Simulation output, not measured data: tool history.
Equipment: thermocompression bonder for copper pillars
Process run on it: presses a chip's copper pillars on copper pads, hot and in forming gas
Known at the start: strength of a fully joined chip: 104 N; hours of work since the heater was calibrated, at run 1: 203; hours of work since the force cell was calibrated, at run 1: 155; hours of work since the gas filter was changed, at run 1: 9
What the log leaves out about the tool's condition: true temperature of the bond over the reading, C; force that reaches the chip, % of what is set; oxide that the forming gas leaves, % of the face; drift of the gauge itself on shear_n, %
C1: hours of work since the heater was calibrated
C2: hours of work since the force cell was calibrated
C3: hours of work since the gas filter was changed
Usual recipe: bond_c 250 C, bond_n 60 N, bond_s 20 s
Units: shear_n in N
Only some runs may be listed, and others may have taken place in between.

run 1 day=0 | bond_c=250 bond_n=60 bond_s=20 | C1=203 C2=155 C3=9 | shear_n=74.1
run 2 day=2.358 | bond_c=250 bond_n=60 bond_s=20 | C1=232 C2=185 C3=38 | shear_n=73.8
run 3 day=4.917 | bond_c=250 bond_n=60 bond_s=52 | C1=265 C2=217 C3=71 | shear_n=88
run 4 day=7.429 | bond_c=250 bond_n=60 bond_s=57 | C1=297 C2=249 C3=103 | shear_n=89.4
run 5 day=9.279 | bond_c=250 bond_n=60 bond_s=57 | C1=320 C2=273 C3=126 | shear_n=88.2
run 6 day=11.446 | bond_c=250 bond_n=60 bond_s=20 | C1=348 C2=300 C3=154 | shear_n=70.6
run 7 day=13.433 | bond_c=250 bond_n=60 bond_s=20 | C1=373 C2=325 C3=179 | shear_n=70.5
run 8 day=14.625 | bond_c=250 bond_n=60 bond_s=20 | C1=388 C2=340 C3=194 | shear_n=71.4
run 9 day=16.054 | bond_c=250 bond_n=60 bond_s=20 | C1=406 C2=358 C3=212 | shear_n=70.2
run 10 day=17.229 | bond_c=250 bond_n=60 bond_s=20 | C1=421 C2=373 C3=227 | shear_n=68.3
run 11 day=19.125 | bond_c=250 bond_n=60 bond_s=20 | C1=445 C2=397 C3=251 | shear_n=69.7
run 12 day=21.321 | bond_c=250 bond_n=60 bond_s=20 | C1=473 C2=425 C3=279 | shear_n=67.8
run 13 day=23.988 | bond_c=250 bond_n=60 bond_s=20 | C1=507 C2=459 C3=313 | shear_n=66.6
run 14 day=25.312 | bond_c=250 bond_n=60 bond_s=20 | C1=523 C2=476 C3=329 | shear_n=66.9
run 15 day=27.725 | bond_c=250 bond_n=60 bond_s=20 | C1=554 C2=506 C3=360 | shear_n=65.8
-- day=28.483 forming gas filter changed
run 16 day=29.004 | bond_c=250 bond_n=60 bond_s=20 | C1=570 C2=522 C3=7 | shear_n=71.3
run 17 day=31.525 | bond_c=250 bond_n=54 bond_s=15 | C1=602 C2=554 C3=39 | shear_n=62.2
run 18 day=34.008 | bond_c=250 bond_n=54 bond_s=31 | C1=633 C2=586 C3=70 | shear_n=74.8
run 19 day=36.146 | bond_c=229 bond_n=37 bond_s=50 | C1=660 C2=613 C3=97 | shear_n=52.6
run 20 day=37.6 | bond_c=229 bond_n=67 bond_s=50 | C1=679 C2=631 C3=116 | shear_n=74.4
run 21 day=39.158 | bond_c=229 bond_n=67 bond_s=50 | C1=699 C2=651 C3=135 | shear_n=74
run 22 day=41.7 | bond_c=276 bond_n=59 bond_s=17 | C1=731 C2=683 C3=168 | shear_n=82.3
run 23 day=44.4 | bond_c=230 bond_n=60 bond_s=45 | C1=765 C2=718 C3=202 | shear_n=66.1
run 24 day=46.246 | bond_c=230 bond_n=60 bond_s=45 | C1=789 C2=741 C3=225 | shear_n=66.3
run 25 day=48.179 | bond_c=230 bond_n=60 bond_s=45 | C1=813 C2=765 C3=250 | shear_n=65.5
run 26 day=49.604 | bond_c=230 bond_n=60 bond_s=45 | C1=831 C2=783 C3=268 | shear_n=65.4
run 27 day=51.258 | bond_c=237 bond_n=48 bond_s=34 | C1=852 C2=804 C3=289 | shear_n=56.3
run 28 day=53.288 | bond_c=276 bond_n=59 bond_s=56 | C1=878 C2=830 C3=314 | shear_n=92.7

What if the next run were any one of these 5? Each begins from the tool's condition after run 28:
run A day=54.446 | bond_c=266 bond_n=78 bond_s=20 | C1=892 C2=845 C3=329 | shear_n=?
run B day=54.446 | bond_c=255 bond_n=54 bond_s=11 | C1=892 C2=845 C3=329 | shear_n=?
run C day=54.446 | bond_c=221 bond_n=64 bond_s=16 | C1=892 C2=845 C3=329 | shear_n=?
run D day=54.446 | bond_c=276 bond_n=41 bond_s=56 | C1=892 C2=845 C3=329 | shear_n=?
run E day=54.446 | bond_c=258 bond_n=88 bond_s=44 | C1=892 C2=845 C3=329 | shear_n=?

run=A shear_n=82.6
run=B shear_n=52.8
run=C shear_n=41.7
run=D shear_n=84.6
run=E shear_n=89.7
Take away the tool's hidden state, keep each run's random variation, and the runs would have read:
run=A shear_n=93.9
run=B shear_n=64.2
run=C shear_n=52.2
run=D shear_n=95.5
run=E shear_n=99.3
